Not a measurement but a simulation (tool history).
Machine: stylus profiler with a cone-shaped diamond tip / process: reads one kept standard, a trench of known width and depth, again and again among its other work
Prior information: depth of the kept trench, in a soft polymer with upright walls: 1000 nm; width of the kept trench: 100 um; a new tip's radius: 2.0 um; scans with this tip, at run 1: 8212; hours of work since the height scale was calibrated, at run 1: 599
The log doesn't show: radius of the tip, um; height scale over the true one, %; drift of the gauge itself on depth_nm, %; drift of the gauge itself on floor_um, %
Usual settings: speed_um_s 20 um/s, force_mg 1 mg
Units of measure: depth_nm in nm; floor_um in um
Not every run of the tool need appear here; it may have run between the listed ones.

run   hour  speed_um_s  force_mg  scans with this tip  hours of work since the height scale was calibrated  depth_nm  floor_um
  1      0          20         1                 8212                                                  599    1007.4     95.83
  2   31.1          20         1                 8549                                                  623   1008.06     95.84
  3     77          20         1                 9045                                                  659   1007.54     95.76
  4  108.5          20         1                 9385                                                  684   1008.14     95.79
  5  130.8          20      1.29                 9627                                                  702   1009.29     95.78
  6  181.2          20      1.29                10172                                                  741   1009.18     95.71
  7  229.2          20         1                10691                                                  779   1008.26      95.7
  8  250.9          20         1                10926                                                  796   1007.71     95.67
  9  281.6          38      0.84                11258                                                  821   1007.18     95.54
 10  314.3          57      1.35                11612                                                  846   1009.68     95.51
 11  364.7          57      1.35                12157                                                  886   1010.17     95.42
 12  413.2          68      0.61                12682                                                  924   1006.54     95.31
 13    455          36      1.26                13133                                                  957   1009.63     95.48
 14  491.3          10      1.37                13526                                                  986   1010.11     95.55

Forecast each of these 3 alternatives for the next run:
  A  533.6           9       1.5                13984                                                 1019         ?         ?
  B  533.6          20      1.13                13984                                                 1019         ?         ?
  C  533.6          10      0.35                13984                                                 1019         ?         ?

run  depth_nm  floor_um
  A    1010.4     95.52
  B   1009.55     95.46
  C   1005.08     95.51
The same runs, with their run-to-run variation unchanged, on a tool lacking any hidden condition would have given:
run  depth_nm  floor_um
  A   1008.96     96.52
  B   1008.11     96.46
  C   1003.64     96.51
